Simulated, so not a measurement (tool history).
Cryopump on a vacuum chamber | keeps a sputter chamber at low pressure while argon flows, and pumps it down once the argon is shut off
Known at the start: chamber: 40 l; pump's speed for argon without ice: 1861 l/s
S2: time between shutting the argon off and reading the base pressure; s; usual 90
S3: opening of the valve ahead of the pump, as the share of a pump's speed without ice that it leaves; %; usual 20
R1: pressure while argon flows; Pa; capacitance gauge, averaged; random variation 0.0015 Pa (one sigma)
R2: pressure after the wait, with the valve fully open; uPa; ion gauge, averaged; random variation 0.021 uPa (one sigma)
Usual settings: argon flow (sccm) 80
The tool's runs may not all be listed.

Run 1, hour 0.0: usual settings. Result: R1 0.3735 Pa, R2 0.95 uPa.
Run 2, hour 57.4: usual settings but S2 180 s. Result: R1 0.3755 Pa, R2 0.86 uPa.
Run 3, hour 100.1: usual settings. Result: R1 0.3767 Pa, R2 0.96 uPa.
At hour 108.2: leaking fittings of the chamber tightened, without venting.
Run 4, hour 151.2: usual settings. Result: R1 0.3772 Pa, R2 0.43 uPa.
Run 5, hour 198.5: usual settings. Result: R1 0.3753 Pa, R2 0.40 uPa.
Run 6, hour 236.8: usual settings. Result: R1 0.3759 Pa, R2 0.40 uPa.
Run 7, hour 276.5: usual settings. Result: R1 0.3792 Pa, R2 0.47 uPa.
Run 8, hour 319.9: usual settings but argon flow (sccm) 138. Result: R1 0.6491 Pa, R2 0.44 uPa.
Run 9, hour 360.8: usual settings but argon flow (sccm) 138. Result: R1 0.6553 Pa, R2 0.47 uPa.
Run 10, hour 388.7: usual settings. Result: R1 0.3801 Pa, R2 0.47 uPa.
Run 11, hour 416.2: usual settings. Result: R1 0.3801 Pa, R2 0.43 uPa.
Run 12, hour 447.3: usual settings. Result: R1 0.3809 Pa, R2 0.45 uPa.
Run 13, hour 482.3: usual settings but argon flow (sccm) 33, S2 39 s, S3 34 %. Result: R1 0.0958 Pa, R2 0.71 uPa.
Run 14, hour 512.7: usual settings but argon flow (sccm) 38. Result: R1 0.1817 Pa, R2 0.50 uPa.
Run 15, hour 562.7: usual settings but argon flow (sccm) 41, S2 22 s, S3 16 %. Result: R1 0.2429 Pa, R2 1.12 uPa.
Run 16, hour 615.7: usual settings but argon flow (sccm) 41, S2 43 s, S3 19 %. Result: R1 0.2069 Pa, R2 0.74 uPa.
At hour 643.2: pump warmed up, emptied and cooled again.
Run 17, hour 646.4: usual settings but argon flow (sccm) 41, S2 43 s, S3 19 %. Result: R1 0.1963 Pa, R2 0.67 uPa.
Run 18, hour 692.3: usual settings but argon flow (sccm) 41, S2 43 s, S3 19 %. Result: R1 0.1963 Pa, R2 0.70 uPa.
Run 19, hour 747.6: usual settings but argon flow (sccm) 83, S3 40 %. Result: R1 0.1926 Pa, R2 0.47 uPa.
Run 20, hour 780.6: usual settings but S2 39 s. Result: R1 0.3686 Pa, R2 0.72 uPa.
Run 21, hour 814.4: usual settings but argon flow (sccm) 114, S2 45 s. Result: R1 0.5247 Pa, R2 0.70 uPa.
Run 22, hour 846.8: usual settings but S2 33 s, S3 18 %. Result: R1 0.4083 Pa, R2 0.81 uPa.
Run 23, hour 898.0: usual settings but S2 29 s. Result: R1 0.3683 Pa, R2 0.91 uPa.
Run 24, hour 952.7: usual settings but S2 30 s, S3 51 %. Result: R1 0.1492 Pa, R2 0.88 uPa.

Some steps in R1 between neighbouring runs. How much of each would the tool show without its hidden state too (settings, what came in, random variation), and how much is left for the hidden state, with any gauge scatter that isn't in both results?
The hidden state here: pump's speed, % of a pump's without ice; cold plate's temperature, K; leak into the chamber, uPa l/s; drift of the gauge itself on working_pa, %; drift of the gauge itself on base_upa, %.
Run 7 -> 8: argon flow (sccm) 80 -> 138. R1 +0.2699 Pa: hidden state +0.0112, all else +0.2587.
Run 9 -> 10: argon flow (sccm) 138 -> 80. R1 -0.2752 Pa: hidden state -0.0106, all else -0.2646.
Run 12 -> 13: argon flow (sccm) 80 -> 33, S2 90 -> 39, S3 20 -> 34. R1 -0.2851 Pa: hidden state -0.0096, all else -0.2755.
